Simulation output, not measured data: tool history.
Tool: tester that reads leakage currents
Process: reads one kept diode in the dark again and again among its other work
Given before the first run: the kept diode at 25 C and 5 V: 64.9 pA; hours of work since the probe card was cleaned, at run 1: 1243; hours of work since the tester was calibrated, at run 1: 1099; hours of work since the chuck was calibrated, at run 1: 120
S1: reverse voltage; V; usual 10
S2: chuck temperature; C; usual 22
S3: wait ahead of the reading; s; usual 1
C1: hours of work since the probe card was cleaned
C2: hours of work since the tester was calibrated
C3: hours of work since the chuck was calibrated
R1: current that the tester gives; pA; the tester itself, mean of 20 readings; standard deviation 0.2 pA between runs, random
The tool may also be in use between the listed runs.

run,hour,S1,S2,S3,C1,C2,C3,R1
1,0,10,22,1,1243,1099,120,65.97
2,167.9,10,22,1,1351,1207,228,66.12
3,381.3,10,22,1,1489,1345,366,65.75
4,559.9,10,34,1,1605,1460,481,173.21
5,652.4,10,34,1,1664,1520,541,174.33
# hour 752.3: chuck's temperature calibrated
6,778.9,10,34,1,1745,1600,17,173.48
7,974.6,13,22,1,1871,1727,144,73.1
8,1121.4,13,22,1,1966,1822,238,73.18
9,1244.9,13,22,1,2046,1901,318,73.26
10,1437.4,3.4,23,0.54,2170,2026,443,48.2
11,1583.4,2.5,23,0.69,2265,2120,537,42.76
# hour 1679.2: chuck's temperature calibrated
12,1758.7,1.4,45,1.83,2377,2232,51,192.46
13,1854.2,11.8,28,0.66,2438,2294,113,115.73
14,1967.1,11.8,51,0.66,2511,2367,186,648.1
15,2076.3,11.8,51,0.66,2582,2437,257,644.73
16,2167.5,10,41,1.05,2641,2496,315,295.94
17,2351.7,10,29,1,2760,2615,434,117.11

Predict each of these 4 candidate next runs independently; none follows another, all start after run 17:
A,2448.3,10,29,1.02,2822,2678,497,?
B,2448.3,10,33,6.19,2822,2678,497,?
C,2448.3,17.5,42,0.68,2822,2678,497,?
D,2448.3,7.1,39,1,2822,2678,497,?

run,R1
A,116.9
B,159.87
C,393.24
D,223.9
The same runs, with their run-to-run variation unchanged, on a tool lacking any hidden condition would have given:
run,R1
A,116.85
B,159.82
C,393.16
D,223.87

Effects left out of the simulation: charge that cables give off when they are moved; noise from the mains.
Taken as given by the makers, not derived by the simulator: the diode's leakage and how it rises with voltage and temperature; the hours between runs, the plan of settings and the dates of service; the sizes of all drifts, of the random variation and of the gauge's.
